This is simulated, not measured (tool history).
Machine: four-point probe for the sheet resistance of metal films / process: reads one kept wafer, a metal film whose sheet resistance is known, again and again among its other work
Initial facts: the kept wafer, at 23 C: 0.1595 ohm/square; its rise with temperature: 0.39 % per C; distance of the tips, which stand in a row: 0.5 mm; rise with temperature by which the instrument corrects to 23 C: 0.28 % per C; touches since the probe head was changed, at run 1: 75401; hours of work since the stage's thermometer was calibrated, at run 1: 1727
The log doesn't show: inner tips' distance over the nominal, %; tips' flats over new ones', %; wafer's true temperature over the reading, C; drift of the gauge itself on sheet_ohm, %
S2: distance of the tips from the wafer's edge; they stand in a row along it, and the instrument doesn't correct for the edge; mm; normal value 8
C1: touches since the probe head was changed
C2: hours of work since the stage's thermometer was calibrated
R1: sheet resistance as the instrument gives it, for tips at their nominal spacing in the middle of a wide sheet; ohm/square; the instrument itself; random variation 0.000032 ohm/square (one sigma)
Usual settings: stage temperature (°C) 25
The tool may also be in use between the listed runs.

run 1 day=0 | stage_temperature_(°C)=25 S2=8 | C1=75401 C2=1727 | R1=0.159115
run 2 day=5.583 | stage_temperature_(°C)=25 S2=8 | C1=80397 C2=1790 | R1=0.158987
run 3 day=8.325 | stage_temperature_(°C)=25 S2=8 | C1=82854 C2=1821 | R1=0.158997
run 4 day=12.671 | stage_temperature_(°C)=25 S2=8 | C1=86741 C2=1871 | R1=0.158934
run 5 day=16.529 | stage_temperature_(°C)=25 S2=8 | C1=90197 C2=1915 | R1=0.158839
run 6 day=20.071 | stage_temperature_(°C)=25 S2=3 | C1=93367 C2=1955 | R1=0.160871
run 7 day=23.788 | stage_temperature_(°C)=25 S2=3 | C1=96694 C2=1997 | R1=0.160843
run 8 day=27.65 | stage_temperature_(°C)=25 S2=3 | C1=100152 C2=2041 | R1=0.16073
run 9 day=31.017 | stage_temperature_(°C)=25 S2=8 | C1=103167 C2=2079 | R1=0.15866
run 10 day=34.775 | stage_temperature_(°C)=25 S2=8 | C1=106530 C2=2122 | R1=0.158631
run 11 day=37.208 | stage_temperature_(°C)=25 S2=8 | C1=108707 C2=2150 | R1=0.158656
run 12 day=41.812 | stage_temperature_(°C)=33 S2=8 | C1=112829 C2=2202 | R1=0.159874
run 13 day=45.379 | stage_temperature_(°C)=33 S2=8 | C1=116022 C2=2243 | R1=0.1598
run 14 day=49.038 | stage_temperature_(°C)=21 S2=8 | C1=119295 C2=2284 | R1=0.157741
-- day=49.512 new probe head fitted
run 15 day=53.021 | stage_temperature_(°C)=21 S2=8 | C1=3141 C2=2329 | R1=0.160865
-- day=55.9 stage's thermometer calibrated
run 16 day=55.933 | stage_temperature_(°C)=25 S2=8 | C1=5730 C2=0 | R1=0.161142
run 17 day=61.521 | stage_temperature_(°C)=25 S2=8 | C1=10732 C2=64 | R1=0.161029
run 18 day=65.004 | stage_temperature_(°C)=25 S2=8 | C1=13851 C2=103 | R1=0.160943
run 19 day=70.129 | stage_temperature_(°C)=25 S2=8 | C1=18437 C2=162 | R1=0.160946
run 20 day=72.917 | stage_temperature_(°C)=25 S2=8 | C1=20933 C2=193 | R1=0.160896
run 21 day=76.654 | stage_temperature_(°C)=25 S2=8 | C1=24279 C2=236 | R1=0.16086
run 22 day=79.162 | stage_temperature_(°C)=25 S2=8 | C1=26524 C2=264 | R1=0.16081
run 23 day=82.042 | stage_temperature_(°C)=26 S2=30 | C1=29101 C2=297 | R1=0.160603
run 24 day=85.762 | stage_temperature_(°C)=33 S2=11 | C1=32431 C2=339 | R1=0.161815
run 25 day=90.538 | stage_temperature_(°C)=25 S2=18 | C1=36707 C2=394 | R1=0.160335
run 26 day=93.558 | stage_temperature_(°C)=25 S2=18 | C1=39412 C2=428 | R1=0.16026
run 27 day=99.617 | stage_temperature_(°C)=25 S2=18 | C1=44834 C2=497 | R1=0.160246
run 28 day=103.567 | stage_temperature_(°C)=25 S2=18 | C1=48371 C2=542 | R1=0.160221
run 29 day=107.075 | stage_temperature_(°C)=25 S2=18 | C1=51509 C2=582 | R1=0.160083
run 30 day=111.333 | stage_temperature_(°C)=25 S2=18 | C1=55320 C2=630 | R1=0.160142
run 31 day=114.412 | stage_temperature_(°C)=32 S2=8 | C1=58079 C2=665 | R1=0.161487
run 32 day=118.238 | stage_temperature_(°C)=32 S2=8 | C1=61503 C2=709 | R1=0.161461
run 33 day=121.879 | stage_temperature_(°C)=32 S2=8 | C1=64761 C2=750 | R1=0.161397
run 34 day=127.458 | stage_temperature_(°C)=23 S2=13 | C1=69758 C2=813 | R1=0.159628
run 35 day=130.967 | stage_temperature_(°C)=25 S2=12 | C1=72895 C2=853 | R1=0.159898
run 36 day=135.812 | stage_temperature_(°C)=29 S2=9 | C1=77236 C2=908 | R1=0.160685
run 37 day=141.575 | stage_temperature_(°C)=29 S2=3 | C1=82392 C2=974 | R1=0.162639
run 38 day=145.467 | stage_temperature_(°C)=29 S2=3 | C1=85878 C2=1018 | R1=0.162612
run 39 day=148.754 | stage_temperature_(°C)=26 S2=27 | C1=88819 C2=1055 | R1=0.1597
run 40 day=152.154 | stage_temperature_(°C)=26 S2=27 | C1=91861 C2=1094 | R1=0.159686
run 41 day=154.95 | stage_temperature_(°C)=22 S2=46 | C1=94366 C2=1126 | R1=0.158982
run 42 day=159.475 | stage_temperature_(°C)=24 S2=5 | C1=98415 C2=1177 | R1=0.16007
run 43 day=162.496 | stage_temperature_(°C)=28 S2=22 | C1=101122 C2=1212 | R1=0.15992
run 44 day=167.162 | stage_temperature_(°C)=28 S2=22 | C1=105297 C2=1265 | R1=0.159817

4 ways to go on from here, each from the tool as it stands after run 44. What would each give?
run A day=172.867 | stage_temperature_(°C)=34 S2=9 | C1=110403 C2=1330 | R1=?
run B day=172.867 | stage_temperature_(°C)=28 S2=8 | C1=110403 C2=1330 | R1=?
run C day=172.867 | stage_temperature_(°C)=34 S2=4 | C1=110403 C2=1330 | R1=?
run D day=172.867 | stage_temperature_(°C)=28 S2=5 | C1=110403 C2=1330 | R1=?

run=A R1=0.160967
run=B R1=0.160089
run=C R1=0.162
run=D R1=0.160557
Had the tool no hidden state, the same runs would have come out as:
run=A R1=0.161608
run=B R1=0.160721
run=C R1=0.162644
run=D R1=0.16119

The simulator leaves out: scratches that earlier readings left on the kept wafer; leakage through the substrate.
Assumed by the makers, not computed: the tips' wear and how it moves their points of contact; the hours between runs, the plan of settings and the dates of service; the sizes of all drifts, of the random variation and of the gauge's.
